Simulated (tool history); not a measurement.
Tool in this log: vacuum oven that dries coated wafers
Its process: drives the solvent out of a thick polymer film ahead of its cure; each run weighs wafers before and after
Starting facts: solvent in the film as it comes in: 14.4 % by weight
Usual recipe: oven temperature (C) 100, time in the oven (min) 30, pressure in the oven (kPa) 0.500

Run 1, hour 0.0: usual settings. Result: solvent left in the film (%) 0.72.
At hour 4.2: oven's thermocouples calibrated.
Run 2, hour 20.5: usual settings. Result: solvent left in the film (%) 0.70.
Run 3, hour 45.0: usual settings. Result: solvent left in the film (%) 0.71.
Run 4, hour 65.4: usual settings. Result: solvent left in the film (%) 0.71.
Run 5, hour 91.0: usual settings. Result: solvent left in the film (%) 0.68.
Run 6, hour 118.6: usual settings but pressure in the oven (kPa) 0.474. Result: solvent left in the film (%) 0.70.
Run 7, hour 144.7: usual settings but pressure in the oven (kPa) 0.474. Result: solvent left in the film (%) 0.69.
Run 8, hour 172.9: usual settings but pressure in the oven (kPa) 0.474. Result: solvent left in the film (%) 0.70.
Run 9, hour 199.9: usual settings but pressure in the oven (kPa) 0.474. Result: solvent left in the film (%) 0.71.
Run 10, hour 223.5: usual settings. Result: solvent left in the film (%) 0.70.
Run 11, hour 243.4: usual settings. Result: solvent left in the film (%) 0.69.
Run 12, hour 266.3: usual settings. Result: solvent left in the film (%) 0.72.
Run 13, hour 279.3: usual settings but oven temperature (C) 103. Result: solvent left in the film (%) 0.54.
Run 14, hour 306.8: usual settings but oven temperature (C) 103, pressure in the oven (kPa) 0.446. Result: solvent left in the film (%) 0.49.
Run 15, hour 322.5: usual settings but oven temperature (C) 103, pressure in the oven (kPa) 0.446. Result: solvent left in the film (%) 0.52.
Run 16, hour 340.9: usual settings but oven temperature (C) 103, pressure in the oven (kPa) 0.446. Result: solvent left in the film (%) 0.52.
Run 17, hour 363.5: usual settings but oven temperature (C) 103, pressure in the oven (kPa) 0.446. Result: solvent left in the film (%) 0.50.
Run 18, hour 382.2: usual settings. Result: solvent left in the film (%) 0.71.
Run 19, hour 408.5: usual settings. Result: solvent left in the film (%) 0.69.
Run 20, hour 435.0: usual settings. Result: solvent left in the film (%) 0.69.
Run 21, hour 454.7: usual settings but oven temperature (C) 104, time in the oven (min) 17. Result: solvent left in the film (%) 1.41.
Run 22, hour 480.1: usual settings but oven temperature (C) 104, time in the oven (min) 17. Result: solvent left in the film (%) 1.40.
Run 23, hour 504.7: usual settings but oven temperature (C) 101, time in the oven (min) 15. Result: solvent left in the film (%) 2.24.
Run 24, hour 522.4: usual settings but oven temperature (C) 112, time in the oven (min) 15. Result: solvent left in the film (%) 0.82.
Run 25, hour 538.2: usual settings but oven temperature (C) 112, time in the oven (min) 17. Result: solvent left in the film (%) 0.64.
Run 26, hour 554.6: usual settings but oven temperature (C) 94, pressure in the oven (kPa) 0.303. Result: solvent left in the film (%) 1.20.
Run 27, hour 582.5: usual settings but oven temperature (C) 109, pressure in the oven (kPa) 1.269. Result: solvent left in the film (%) 0.52.

What will run 28 give?
Run 28, hour 599.0: usual settings but time in the oven (min) 21. Result: solvent left in the film (%) ?.

solvent left in the film (%): 1.35
On a tool with no hidden condition, and with the same random variation, this run would have come out at solvent left in the film (%) 1.36.
